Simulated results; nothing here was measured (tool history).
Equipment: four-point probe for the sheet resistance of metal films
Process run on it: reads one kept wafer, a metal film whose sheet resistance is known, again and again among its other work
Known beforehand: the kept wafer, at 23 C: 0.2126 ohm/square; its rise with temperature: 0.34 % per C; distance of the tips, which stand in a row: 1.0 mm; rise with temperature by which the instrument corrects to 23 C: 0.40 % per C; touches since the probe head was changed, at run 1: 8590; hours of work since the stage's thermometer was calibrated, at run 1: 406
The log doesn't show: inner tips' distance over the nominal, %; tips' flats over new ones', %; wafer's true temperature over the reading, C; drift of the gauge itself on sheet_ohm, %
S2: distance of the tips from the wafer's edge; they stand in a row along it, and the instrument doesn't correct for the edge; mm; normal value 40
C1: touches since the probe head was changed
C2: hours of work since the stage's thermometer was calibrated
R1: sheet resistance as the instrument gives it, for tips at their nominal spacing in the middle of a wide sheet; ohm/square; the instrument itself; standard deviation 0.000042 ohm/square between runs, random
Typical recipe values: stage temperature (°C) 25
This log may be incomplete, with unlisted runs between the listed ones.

{"run": 1, "hour": 0.0, "stage temperature (°C)": 25, "S2": 40, "C1": 8590, "C2": 406, "R1": 0.21235}
{"run": 2, "hour": 18.3, "stage temperature (°C)": 25, "S2": 45, "C1": 9429, "C2": 419, "R1": 0.212462}
{"run": 3, "hour": 42.9, "stage temperature (°C)": 25, "S2": 45, "C1": 10558, "C2": 435, "R1": 0.212411}
{"run": 4, "hour": 70.1, "stage temperature (°C)": 25, "S2": 45, "C1": 11804, "C2": 454, "R1": 0.21233}
{"run": 5, "hour": 97.3, "stage temperature (°C)": 25, "S2": 4, "C1": 13052, "C2": 472, "R1": 0.219278}
{"run": 6, "hour": 117.5, "stage temperature (°C)": 20, "S2": 40, "C1": 13974, "C2": 486, "R1": 0.213002}
{"run": 7, "hour": 142.9, "stage temperature (°C)": 20, "S2": 40, "C1": 15143, "C2": 503, "R1": 0.212997}
{"run": 8, "hour": 155.1, "stage temperature (°C)": 25, "S2": 9, "C1": 15702, "C2": 512, "R1": 0.213694}
{"run": 9, "hour": 175.0, "stage temperature (°C)": 35, "S2": 40, "C1": 16611, "C2": 525, "R1": 0.21104}
{"run": 10, "hour": 188.0, "stage temperature (°C)": 34, "S2": 40, "C1": 17207, "C2": 534, "R1": 0.211273}
{"run": 11, "hour": 199.8, "stage temperature (°C)": 25, "S2": 40, "C1": 17748, "C2": 542, "R1": 0.212417}
{"run": 12, "hour": 218.8, "stage temperature (°C)": 25, "S2": 40, "C1": 18619, "C2": 555, "R1": 0.212324}
{"run": 13, "hour": 238.9, "stage temperature (°C)": 25, "S2": 40, "C1": 19543, "C2": 569, "R1": 0.212401}
{"run": 14, "hour": 250.7, "stage temperature (°C)": 25, "S2": 40, "C1": 20083, "C2": 577, "R1": 0.212392}
{"run": 15, "hour": 263.3, "stage temperature (°C)": 25, "S2": 40, "C1": 20659, "C2": 585, "R1": 0.212365}
{"run": 16, "hour": 277.0, "stage temperature (°C)": 24, "S2": 4, "C1": 21288, "C2": 595, "R1": 0.219321}
{"run": 17, "hour": 290.3, "stage temperature (°C)": 25, "S2": 16, "C1": 21898, "C2": 604, "R1": 0.212813}
{"run": 18, "hour": 317.4, "stage temperature (°C)": 30, "S2": 63, "C1": 23139, "C2": 622, "R1": 0.211686}
{"run": 19, "hour": 344.9, "stage temperature (°C)": 25, "S2": 51, "C1": 24401, "C2": 641, "R1": 0.212298}
{"run": 20, "hour": 357.8, "stage temperature (°C)": 25, "S2": 51, "C1": 24993, "C2": 650, "R1": 0.212318}
{"run": 21, "hour": 369.4, "stage temperature (°C)": 24, "S2": 17, "C1": 25525, "C2": 657, "R1": 0.212861}
{"run": 22, "hour": 387.1, "stage temperature (°C)": 26, "S2": 4, "C1": 26334, "C2": 669, "R1": 0.219098}
{"run": 23, "hour": 409.4, "stage temperature (°C)": 25, "S2": 11, "C1": 27355, "C2": 685, "R1": 0.213153}
{"run": 24, "hour": 429.4, "stage temperature (°C)": 34, "S2": 40, "C1": 28274, "C2": 698, "R1": 0.211207}
{"run": 25, "hour": 453.6, "stage temperature (°C)": 34, "S2": 40, "C1": 29381, "C2": 715, "R1": 0.211157}
{"run": 26, "hour": 481.1, "stage temperature (°C)": 32, "S2": 42, "C1": 30645, "C2": 733, "R1": 0.211417}

Forecast each of these 3 alternatives for the next run:
{"run": "A", "hour": 503.2, "stage temperature (°C)": 32, "S2": 7, "C1": 31658, "C2": 749, "R1": "?"}
{"run": "B", "hour": 503.2, "stage temperature (°C)": 27, "S2": 5, "C1": 31658, "C2": 749, "R1": "?"}
{"run": "C", "hour": 503.2, "stage temperature (°C)": 32, "S2": 5, "C1": 31658, "C2": 749, "R1": "?"}

run=A R1=0.213616
run=B R1=0.216461
run=C R1=0.215796
Without the tool's unlogged condition, the same runs would have read:
run=A R1=0.213636
run=B R1=0.216483
run=C R1=0.215817
